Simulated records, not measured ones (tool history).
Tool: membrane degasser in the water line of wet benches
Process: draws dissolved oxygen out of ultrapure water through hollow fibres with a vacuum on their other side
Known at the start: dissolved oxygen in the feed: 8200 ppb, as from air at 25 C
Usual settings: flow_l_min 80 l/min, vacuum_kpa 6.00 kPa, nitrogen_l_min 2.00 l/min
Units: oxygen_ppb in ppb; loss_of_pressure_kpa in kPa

run     day  flow_l_min  vacuum_kpa  nitrogen_l_min  oxygen_ppb  loss_of_pressure_kpa
  1   0.000          80        6.00            2.00       240.2                 24.94
  2   2.762          80        6.00            2.00       242.5                 25.08
  3   5.883          80        4.11            2.00        94.4                 25.30
  4   8.208          80        4.11            2.00        95.1                 25.19
  5  11.058          80        4.11            5.69        40.3                 24.91
  6  13.583          80        6.82            5.69       126.9                 25.33
  7  15.204          80        6.00            2.00       241.7                 25.22
  8  18.383          80        6.00            2.00       244.9                 25.18
  9  20.667          80        6.00            2.00       243.7                 25.50
 10  23.154          80        6.00            2.00       239.3                 25.27
 11  25.021          80        6.00            2.00       244.7                 25.26
 12  27.567          80        6.00            2.00       244.2                 25.33
 13  30.133          80        6.00            2.00       244.7                 25.28
 14  31.583          80        6.00            2.00       249.5                 25.72
 15  34.467          80        3.82            2.00        77.8                 25.29
 16  37.625          95        3.82            2.00        89.8                 30.06
 17  39.700          83       10.66            1.56       725.6                 26.21
 18  42.250         113        3.87            2.00       110.7                 35.90
 19  45.183         103       10.71            0.88      1222.1                 33.02

Forecast run 20:
 20  46.888          80        6.00            1.90           ?                     ?

{"run 20": {"oxygen_ppb": 257.4, "loss_of_pressure_kpa": 25.48}}
Without the tool's hidden state the same run would have given oxygen_ppb 229.3 ppb, loss_of_pressure_kpa 25.12 kPa.
